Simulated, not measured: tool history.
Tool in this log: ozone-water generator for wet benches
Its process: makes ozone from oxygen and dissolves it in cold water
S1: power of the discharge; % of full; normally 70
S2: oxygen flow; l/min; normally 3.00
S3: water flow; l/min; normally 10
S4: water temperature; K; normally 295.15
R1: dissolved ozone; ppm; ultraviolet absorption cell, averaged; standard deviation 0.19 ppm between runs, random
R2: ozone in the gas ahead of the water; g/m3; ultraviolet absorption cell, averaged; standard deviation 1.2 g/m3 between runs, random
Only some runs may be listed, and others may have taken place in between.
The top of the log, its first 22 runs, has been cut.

{"run": 23, "hour": 1083.8, "S1": 47, "S2": 3.0, "S3": 8, "S4": 290.15, "R1": 22.9, "R2": 156.6}
{"run": 24, "hour": 1113.8, "S1": 47, "S2": 3.0, "S3": 8, "S4": 290.15, "R1": 22.8, "R2": 155.8}
{"run": 25, "hour": 1168.6, "S1": 70, "S2": 1.78, "S3": 10, "S4": 295.15, "R1": 20.9, "R2": 242.4}
{"hour": 1200.3, "done": "contactor cleaned"}
{"run": 26, "hour": 1221.8, "S1": 70, "S2": 3.34, "S3": 7, "S4": 298.15, "R1": 26.2, "R2": 180.1}
{"run": 27, "hour": 1276.4, "S1": 43, "S2": 3.0, "S3": 7, "S4": 294.15, "R1": 22.8, "R2": 150.4}
{"run": 28, "hour": 1310.9, "S1": 43, "S2": 3.0, "S3": 7, "S4": 294.15, "R1": 22.6, "R2": 149.0}
{"run": 29, "hour": 1373.1, "S1": 54, "S2": 1.54, "S3": 6, "S4": 300.15, "R1": 25.4, "R2": 226.2}
{"run": 30, "hour": 1412.8, "S1": 45, "S2": 1.54, "S3": 6, "S4": 300.15, "R1": 23.1, "R2": 208.0}
{"run": 31, "hour": 1466.8, "S1": 43, "S2": 1.54, "S3": 16, "S4": 295.15, "R1": 11.5, "R2": 204.3}
{"run": 32, "hour": 1509.2, "S1": 93, "S2": 3.0, "S3": 10, "S4": 293.15, "R1": 27.3, "R2": 216.8}

4 ways to go on from here, each from the tool as it stands after run 32. What would each give?
{"run": "A", "hour": 1561.2, "S1": 77, "S2": 3.0, "S3": 6, "S4": 293.15, "R1": "?", "R2": "?"}
{"run": "B", "hour": 1561.2, "S1": 99, "S2": 3.0, "S3": 10, "S4": 289.15, "R1": "?", "R2": "?"}
{"run": "C", "hour": 1561.2, "S1": 72, "S2": 2.88, "S3": 10, "S4": 301.15, "R1": "?", "R2": "?"}
{"run": "D", "hour": 1561.2, "S1": 93, "S2": 1.59, "S3": 6, "S4": 289.15, "R1": "?", "R2": "?"}

run=A R1=32.7 R2=196.0
run=B R1=30.2 R2=222.5
run=C R1=21.0 R2=193.3
run=D R1=38.3 R2=288.8
With the hidden condition removed and each run's random variation left untouched, the same runs would have given:
run=A R1=37.5 R2=224.0
run=B R1=35.2 R2=258.5
run=C R1=24.0 R2=220.0
run=D R1=44.6 R2=334.0
